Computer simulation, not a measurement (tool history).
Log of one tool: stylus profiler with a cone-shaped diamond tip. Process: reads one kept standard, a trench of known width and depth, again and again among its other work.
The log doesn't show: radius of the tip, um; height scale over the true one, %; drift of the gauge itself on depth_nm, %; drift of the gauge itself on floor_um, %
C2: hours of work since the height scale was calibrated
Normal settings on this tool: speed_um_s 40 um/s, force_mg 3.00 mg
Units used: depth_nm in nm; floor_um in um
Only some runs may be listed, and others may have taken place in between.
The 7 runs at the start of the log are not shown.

Run 8, hour 156.4: usual settings but force_mg 1.97 mg; scans with this tip 496; C2 59. Result: depth_nm 1012.85 nm, floor_um 13.74 um.
Run 9, hour 196.4: usual settings but force_mg 1.97 mg; scans with this tip 640; C2 76. Result: depth_nm 1013.00 nm, floor_um 13.67 um.
Run 10, hour 224.0: usual settings but force_mg 1.97 mg; scans with this tip 740; C2 88. Result: depth_nm 1012.80 nm, floor_um 13.58 um.
Run 11, hour 248.7: usual settings but force_mg 1.97 mg; scans with this tip 829; C2 98. Result: depth_nm 1013.25 nm, floor_um 13.60 um.
Run 12, hour 283.0: usual settings but force_mg 1.97 mg; scans with this tip 954; C2 113. Result: depth_nm 1013.31 nm, floor_um 13.59 um.
Run 13, hour 316.5: usual settings but force_mg 1.97 mg; scans with this tip 1074; C2 127. Result: depth_nm 1012.82 nm, floor_um 13.52 um.
Run 14, hour 335.5: usual settings but speed_um_s 117 um/s; scans with this tip 1143; C2 136. Result: depth_nm 1016.89 nm, floor_um 13.41 um.
Run 15, hour 358.8: usual settings but speed_um_s 117 um/s; scans with this tip 1227; C2 146. Result: depth_nm 1017.00 nm, floor_um 13.39 um.
Run 16, hour 392.5: usual settings but speed_um_s 117 um/s; scans with this tip 1349; C2 160. Result: depth_nm 1017.20 nm, floor_um 13.37 um.
Run 17, hour 432.3: usual settings but speed_um_s 117 um/s; scans with this tip 1493; C2 177. Result: depth_nm 1017.16 nm, floor_um 13.34 um.
Run 18, hour 452.7: usual settings but speed_um_s 117 um/s, force_mg 1.12 mg; scans with this tip 1566; C2 186. Result: depth_nm 1009.08 nm, floor_um 13.19 um.
Run 19, hour 472.6: usual settings but speed_um_s 42 um/s, force_mg 1.12 mg; scans with this tip 1639; C2 194. Result: depth_nm 1009.22 nm, floor_um 13.40 um.
Run 20, hour 497.6: usual settings but speed_um_s 42 um/s, force_mg 1.12 mg; scans with this tip 1729; C2 205. Result: depth_nm 1009.56 nm, floor_um 13.35 um.
At hour 501.7: height scale calibrated on a step standard.
Run 21, hour 529.4: usual settings but speed_um_s 42 um/s, force_mg 1.12 mg; scans with this tip 1842; C2 12. Result: depth_nm 1009.71 nm, floor_um 13.38 um.

Predict the results of run 22:
Run 22, hour 558.8: usual settings but speed_um_s 42 um/s, force_mg 1.12 mg; scans with this tip 1948; C2 24. Result: depth_nm ?, floor_um ?.

depth_nm: 1009.65 nm
floor_um: 13.33 um
Had the tool carried no hidden state, the very same run would have given depth_nm 1008.46 nm, floor_um 13.88 um.

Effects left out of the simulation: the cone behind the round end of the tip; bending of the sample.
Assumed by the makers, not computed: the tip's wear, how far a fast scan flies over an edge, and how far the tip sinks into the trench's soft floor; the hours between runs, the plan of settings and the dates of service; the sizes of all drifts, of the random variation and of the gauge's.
